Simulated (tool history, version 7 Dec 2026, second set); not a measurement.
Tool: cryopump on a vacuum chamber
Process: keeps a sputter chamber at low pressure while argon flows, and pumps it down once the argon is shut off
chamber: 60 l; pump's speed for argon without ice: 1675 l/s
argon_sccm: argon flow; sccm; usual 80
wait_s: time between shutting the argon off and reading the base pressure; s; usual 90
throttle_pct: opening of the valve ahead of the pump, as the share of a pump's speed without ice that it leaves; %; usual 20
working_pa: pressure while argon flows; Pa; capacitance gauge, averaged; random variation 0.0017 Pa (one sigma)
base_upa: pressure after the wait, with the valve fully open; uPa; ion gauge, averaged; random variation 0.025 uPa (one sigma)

Run 1, hour 0: usual settings. Result: working_pa 0.41 Pa, base_upa 1.61 uPa.
Run 2, hour 29.9: usual settings but argon_sccm 155 sccm. Result: working_pa 0.789 Pa, base_upa 1.56 uPa.
Run 3, hour 70.5: usual settings but argon_sccm 155 sccm. Result: working_pa 0.7951 Pa, base_upa 1.62 uPa.
Run 4, hour 114.5: usual settings but argon_sccm 155 sccm, throttle_pct 23 %. Result: working_pa 0.7003 Pa, base_upa 1.65 uPa.
Run 5, hour 138.1: usual settings but argon_sccm 155 sccm, throttle_pct 23 %. Result: working_pa 0.6996 Pa, base_upa 1.72 uPa.
Run 6, hour 165.7: usual settings but argon_sccm 155 sccm, throttle_pct 23 %. Result: working_pa 0.7024 Pa, base_upa 1.73 uPa.
Run 7, hour 210.6: usual settings but argon_sccm 155 sccm, throttle_pct 23 %. Result: working_pa 0.6989 Pa, base_upa 1.73 uPa.
Run 8, hour 237.7: usual settings. Result: working_pa 0.4115 Pa, base_upa 1.74 uPa.
Run 9, hour 282.4: usual settings. Result: working_pa 0.4187 Pa, base_upa 1.76 uPa.
Run 10, hour 310.2: usual settings but argon_sccm 43 sccm, wait_s 87 s, throttle_pct 40 %. Result: working_pa 0.1095 Pa, base_upa 1.65 uPa.
Run 11, hour 343.5: usual settings. Result: working_pa 0.4027 Pa, base_upa 1.69 uPa.
Run 12, hour 366.5: usual settings but argon_sccm 43 sccm, wait_s 272 s, throttle_pct 16 %. Result: working_pa 0.2737 Pa, base_upa 1.12 uPa.
Run 13, hour 406.6: usual settings but argon_sccm 157 sccm, wait_s 27 s, throttle_pct 30 %. Result: working_pa 0.533 Pa, base_upa 3.64 uPa.
Run 14, hour 440.8: usual settings but argon_sccm 101 sccm, wait_s 30 s, throttle_pct 40 %. Result: working_pa 0.2598 Pa, base_upa 3.41 uPa.
Run 15, hour 480.6: usual settings but argon_sccm 101 sccm, wait_s 57 s, throttle_pct 57 %. Result: working_pa 0.1851 Pa, base_upa 2.28 uPa.
Run 16, hour 507.6: usual settings but argon_sccm 101 sccm, wait_s 57 s, throttle_pct 57 %. Result: working_pa 0.1874 Pa, base_upa 2.22 uPa.
Run 17, hour 535.1: usual settings but argon_sccm 55 sccm, throttle_pct 50 %. Result: working_pa 0.1146 Pa, base_upa 1.75 uPa.

Not shown: 1 entry that the log had between the listed runs. Between which runs, and how does the tool's hidden state differ before and after?
Between runs 9 and 10: pump warmed up, emptied and cooled again (hour 307.6)
  pump's speed, % of a pump's without ice: 86.3 -> 99.9; leak into the chamber, uPa l/s: 1340 -> 1351
  measured less the result without the state, working_pa: +0.0134 -> +0.0004 Pa; base_upa: +0.76 -> +0.64 uPa

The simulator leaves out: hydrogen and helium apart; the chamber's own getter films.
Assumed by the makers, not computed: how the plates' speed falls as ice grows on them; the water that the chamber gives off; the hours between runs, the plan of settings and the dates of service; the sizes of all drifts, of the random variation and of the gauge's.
